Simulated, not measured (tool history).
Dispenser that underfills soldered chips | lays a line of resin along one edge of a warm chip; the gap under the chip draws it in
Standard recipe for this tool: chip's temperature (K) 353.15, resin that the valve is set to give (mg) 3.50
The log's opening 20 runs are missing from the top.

run	hour	chip's temperature (K)	resin that the valve is set to give (mg)	hours of work since the syringe was changed	hours of work since the valve was cleaned	hours of work since the stage was calibrated	time until the resin shows at the far edge (s)	resin that the valve gave (mg)
21	255.4	355.15	4.33	6	49	312	50.8	4.243
# hour 260.0: dispensing valve cleaned and set on the balance
# hour 265.1: new syringe of resin
22	270.3	360.15	3.18	3	6	320	36.6	3.178
# hour 282.8: new syringe of resin
23	285.4	348.15	4.03	2	15	329	48.7	4.008
# hour 301.1: new syringe of resin
24	301.9	348.15	4.03	1	25	339	44.0	3.992
# hour 318.8: new syringe of resin
25	318.8	347.15	3.44	0	35	349	42.9	3.393
26	327.1	354.15	4.37	5	40	354	50.8	4.294
27	336.0	354.15	4.37	10	46	360	75.7	4.283
# hour 337.5: new syringe of resin
# hour 346.4: dispensing valve cleaned and set on the balance
28	352.9	354.15	4.37	9	4	369	68.9	4.366
# hour 356.5: new syringe of resin
29	361.5	343.15	3.60	3	9	374	61.6	3.588
# hour 374.6: new syringe of resin
30	375.3	343.15	3.60	0	17	382	51.2	3.583
31	383.4	350.15	3.50	5	22	387	59.6	3.470
# hour 393.3: new syringe of resin
32	394.8	364.15	3.84	1	29	394	26.2	3.801
33	408.6	359.15	4.21	9	37	403	59.4	4.150
# hour 411.6: new syringe of resin
34	418.8	348.15	4.09	4	43	409	57.4	4.021

Here are 4 independent what-if runs from the current tool condition. What would each one return?
# hour 420.9: stage's temperature calibrated
A	428.5	345.15	4.31	10	49	5	?	?
# hour 420.9: stage's temperature calibrated
B	428.5	357.15	3.94	10	49	5	?	?
# hour 420.9: stage's temperature calibrated
C	428.5	356.15	4.03	10	49	5	?	?
# hour 420.9: stage's temperature calibrated
D	428.5	347.15	4.40	10	49	5	?	?

run	time until the resin shows at the far edge (s)	resin that the valve gave (mg)
A	107.1	4.228
B	72.8	3.850
C	74.8	3.949
D	100.3	4.313
The same runs, with their run-to-run variation unchanged, on a tool lacking any hidden condition would have given:
run	time until the resin shows at the far edge (s)	resin that the valve gave (mg)
A	48.6	4.312
B	32.8	3.926
C	33.8	4.027
D	45.3	4.398

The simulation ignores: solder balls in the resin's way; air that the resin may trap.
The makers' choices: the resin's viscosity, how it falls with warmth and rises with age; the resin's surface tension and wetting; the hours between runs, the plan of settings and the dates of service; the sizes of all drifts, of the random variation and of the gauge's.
